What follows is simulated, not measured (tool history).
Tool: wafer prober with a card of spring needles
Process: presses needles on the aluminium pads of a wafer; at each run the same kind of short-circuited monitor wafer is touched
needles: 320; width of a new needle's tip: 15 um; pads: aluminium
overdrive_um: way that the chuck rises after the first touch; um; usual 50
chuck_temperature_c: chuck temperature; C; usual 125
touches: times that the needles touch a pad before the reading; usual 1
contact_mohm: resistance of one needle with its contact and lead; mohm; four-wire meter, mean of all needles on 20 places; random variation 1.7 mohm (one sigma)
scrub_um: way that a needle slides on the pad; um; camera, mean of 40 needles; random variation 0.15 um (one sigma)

run   hour  overdrive_um  chuck_temperature_c  touches  contact_mohm  scrub_um
  1    0.0            50                  125        1           183     13.53
       3.8  -- tips cleaned on abrasive film
       8.4  -- tips cleaned on abrasive film
      12.2  -- tips cleaned on abrasive film
      16.8  -- tips cleaned on abrasive film
      20.6  -- tips cleaned on abrasive film
      25.3  -- tips cleaned on abrasive film
      29.9  -- tips cleaned on abrasive film
      34.6  -- tips cleaned on abrasive film
      39.3  -- tips cleaned on abrasive film
      44.0  -- tips cleaned on abrasive film
      48.6  -- tips cleaned on abrasive film
  2   49.7            50                  125        1           196     12.88
      52.6  -- tips cleaned on abrasive film
      57.2  -- tips cleaned on abrasive film
      61.0  -- tips cleaned on abrasive film
      65.7  -- tips cleaned on abrasive film
      69.4  -- tips cleaned on abrasive film
      74.1  -- tips cleaned on abrasive film
      78.8  -- tips cleaned on abrasive film
  3   80.5            50                  125        1           207     12.98
      83.3  -- tips cleaned on abrasive film
      88.0  -- tips cleaned on abrasive film
      92.7  -- tips cleaned on abrasive film
      96.4  -- tips cleaned on abrasive film
     101.1  -- tips cleaned on abrasive film
     105.8  -- tips cleaned on abrasive film
     110.4  -- tips cleaned on abrasive film
     115.1  -- tips cleaned on abrasive film
     119.8  -- tips cleaned on abrasive film
  4  121.3            50                  125        1           200     12.61
     124.1  -- tips cleaned on abrasive film
     128.8  -- tips cleaned on abrasive film
     133.4  -- tips cleaned on abrasive film
     138.1  -- tips cleaned on abrasive film
     141.9  -- tips cleaned on abrasive film
     146.5  -- tips cleaned on abrasive film
     151.2  -- tips cleaned on abrasive film
     155.9  -- tips cleaned on abrasive film
     159.6  -- tips cleaned on abrasive film
     164.3  -- tips cleaned on abrasive film
     169.0  -- tips cleaned on abrasive film
  5  172.6            50                  125        1           220     12.55
     173.6  -- tips cleaned on abrasive film
     177.3  -- tips cleaned on abrasive film
     182.0  -- tips cleaned on abrasive film
     186.7  -- tips cleaned on abrasive film
     191.3  -- tips cleaned on abrasive film
     195.1  -- tips cleaned on abrasive film
     199.8  -- tips cleaned on abrasive film
  6  201.1            50                  125        1           206     12.19
     204.0  -- tips cleaned on abrasive film
     208.7  -- tips cleaned on abrasive film
     213.3  -- tips cleaned on abrasive film
     218.0  -- tips cleaned on abrasive film
     222.7  -- tips cleaned on abrasive film
     227.3  -- tips cleaned on abrasive film
  7  230.0            50                  125        1           220     12.00
     231.9  -- tips cleaned on abrasive film
     236.6  -- tips cleaned on abrasive film
     241.3  -- tips cleaned on abrasive film
     245.9  -- tips cleaned on abrasive film
     250.6  -- tips cleaned on abrasive film
     255.3  -- tips cleaned on abrasive film
     259.0  -- tips cleaned on abrasive film
     263.0  -- height of the first contact set anew
     264.0  -- tips cleaned on abrasive film
     268.7  -- tips cleaned on abrasive film
     273.3  -- tips cleaned on abrasive film
     278.0  -- tips cleaned on abrasive film
     281.8  -- tips cleaned on abrasive film
  8  284.3            50                  125        1           234     11.23
     286.3  -- tips cleaned on abrasive film
     290.9  -- tips cleaned on abrasive film
     295.6  -- tips cleaned on abrasive film
     299.4  -- tips cleaned on abrasive film
     304.0  -- tips cleaned on abrasive film
     308.7  -- tips cleaned on abrasive film
     313.4  -- tips cleaned on abrasive film
  9  315.7            50                   45        1           211     10.87
     317.6  -- tips cleaned on abrasive film
     321.4  -- tips cleaned on abrasive film
     326.0  -- tips cleaned on abrasive film
     330.7  -- tips cleaned on abrasive film
     335.4  -- tips cleaned on abrasive film
     339.1  -- tips cleaned on abrasive film
     343.8  -- tips cleaned on abrasive film
     347.6  -- tips cleaned on abrasive film
     352.2  -- tips cleaned on abrasive film
     356.9  -- tips cleaned on abrasive film
     361.6  -- tips cleaned on abrasive film
     366.2  -- tips cleaned on abrasive film
 10  366.2            56                   26        1           171     12.39
     370.8  -- tips cleaned on abrasive film
     375.5  -- tips cleaned on abrasive film
     379.3  -- tips cleaned on abrasive film
     383.9  -- tips cleaned on abrasive film
     387.7  -- tips cleaned on abrasive film
     392.3  -- tips cleaned on abrasive film
     396.1  -- tips cleaned on abrasive film
     400.8  -- tips cleaned on abrasive film
     405.2  -- tips cleaned on abrasive film
 11  405.2            56                   26        1           168     12.32
     409.8  -- tips cleaned on abrasive film
     413.6  -- tips cleaned on abrasive film
     418.3  -- tips cleaned on abrasive film
     422.9  -- tips cleaned on abrasive film
     427.6  -- tips cleaned on abrasive film
 12  430.3            42                  103        2           244      8.41
     432.2  -- tips cleaned on abrasive film
     436.0  -- tips cleaned on abrasive film
     440.6  -- tips cleaned on abrasive film
     445.3  -- tips cleaned on abrasive film
     449.1  -- tips cleaned on abrasive film
     453.7  -- tips cleaned on abrasive film
     457.5  -- tips cleaned on abrasive film
     462.2  -- tips cleaned on abrasive film
     466.8  -- tips cleaned on abrasive film
     471.5  -- tips cleaned on abrasive film
     476.0  -- tips cleaned on abrasive film
 13  476.0            42                  103        2           206      8.03
     480.7  -- tips cleaned on abrasive film
     484.5  -- tips cleaned on abrasive film
     489.1  -- tips cleaned on abrasive film
     492.9  -- tips cleaned on abrasive film
     496.6  -- tips cleaned on abrasive film
     501.3  -- tips cleaned on abrasive film
     505.1  -- tips cleaned on abrasive film
     509.7  -- tips cleaned on abrasive film
     514.4  -- tips cleaned on abrasive film
     519.1  -- tips cleaned on abrasive film
     523.8  -- tips cleaned on abrasive film
 14  525.8            38                   96        3           248      6.77
     527.7  -- tips cleaned on abrasive film
     531.5  -- tips cleaned on abrasive film
     536.2  -- tips cleaned on abrasive film
     540.8  -- tips cleaned on abrasive film
     545.5  -- tips cleaned on abrasive film
     549.3  -- tips cleaned on abrasive film
     553.9  -- tips cleaned on abrasive film
     558.6  -- tips cleaned on abrasive film
     563.3  -- tips cleaned on abrasive film
 15  564.2            53                   38        1           194     10.34
     567.2  -- height of the first contact set anew, once more
     568.2  -- tips cleaned on abrasive film
     572.9  -- tips cleaned on abrasive film
     577.6  -- tips cleaned on abrasive film
     582.2  -- tips cleaned on abrasive film
     586.0  -- tips cleaned on abrasive film
     590.7  -- tips cleaned on abrasive film
     595.3  -- tips cleaned on abrasive film
     600.0  -- tips cleaned on abrasive film
 16  600.0            50                  109        2           187     13.54
     604.7  -- tips cleaned on abrasive film
     609.3  -- tips cleaned on abrasive film
     613.1  -- tips cleaned on abrasive film
     617.8  -- tips cleaned on abrasive film
     622.4  -- tips cleaned on abrasive film
     626.2  -- tips cleaned on abrasive film
     630.9  -- tips cleaned on abrasive film
     635.5  -- tips cleaned on abrasive film
 17  638.4            45                  125        2           217     11.82
     639.4  -- tips cleaned on abrasive film
     644.1  -- tips cleaned on abrasive film
     648.8  -- tips cleaned on abrasive film
     653.4  -- tips cleaned on abrasive film
     658.1  -- tips cleaned on abrasive film
     662.8  -- tips cleaned on abrasive film
     666.5  -- tips cleaned on abrasive film
     671.2  -- tips cleaned on abrasive film
     675.9  -- tips cleaned on abrasive film
     680.5  -- tips cleaned on abrasive film
     685.2  -- tips cleaned on abrasive film
 18  686.7            66                  114        2           187     17.08

Forecast each of these 5 alternatives for the next run:
     689.6  -- tips cleaned on abrasive film
     694.2  -- tips cleaned on abrasive film
     698.0  -- tips cleaned on abrasive film
     702.7  -- tips cleaned on abrasive film
     707.3  -- tips cleaned on abrasive film
     712.0  -- tips cleaned on abrasive film
  A  712.5            50                   34        2             ?         ?
     689.6  -- tips cleaned on abrasive film
     694.2  -- tips cleaned on abrasive film
     698.0  -- tips cleaned on abrasive film
     702.7  -- tips cleaned on abrasive film
     707.3  -- tips cleaned on abrasive film
     712.0  -- tips cleaned on abrasive film
  B  712.5            50                  114        2             ?         ?
     689.6  -- tips cleaned on abrasive film
     694.2  -- tips cleaned on abrasive film
     698.0  -- tips cleaned on abrasive film
     702.7  -- tips cleaned on abrasive film
     707.3  -- tips cleaned on abrasive film
     712.0  -- tips cleaned on abrasive film
  C  712.5            50                   29        2             ?         ?
     689.6  -- tips cleaned on abrasive film
     694.2  -- tips cleaned on abrasive film
     698.0  -- tips cleaned on abrasive film
     702.7  -- tips cleaned on abrasive film
     707.3  -- tips cleaned on abrasive film
     712.0  -- tips cleaned on abrasive film
  D  712.5            50                   99        2             ?         ?
     689.6  -- tips cleaned on abrasive film
     694.2  -- tips cleaned on abrasive film
     698.0  -- tips cleaned on abrasive film
     702.7  -- tips cleaned on abrasive film
     707.3  -- tips cleaned on abrasive film
     712.0  -- tips cleaned on abrasive film
  E  712.5            50                  112        1             ?         ?

run  contact_mohm  scrub_um
  A           176     12.94
  B           191     12.67
  C           171     12.75
  D           192     12.81
  E           195     12.68
Without the tool's hidden state the same runs would have given:
run  contact_mohm  scrub_um
  A           159     13.66
  B           173     13.38
  C           155     13.46
  D           174     13.53
  E           173     13.40

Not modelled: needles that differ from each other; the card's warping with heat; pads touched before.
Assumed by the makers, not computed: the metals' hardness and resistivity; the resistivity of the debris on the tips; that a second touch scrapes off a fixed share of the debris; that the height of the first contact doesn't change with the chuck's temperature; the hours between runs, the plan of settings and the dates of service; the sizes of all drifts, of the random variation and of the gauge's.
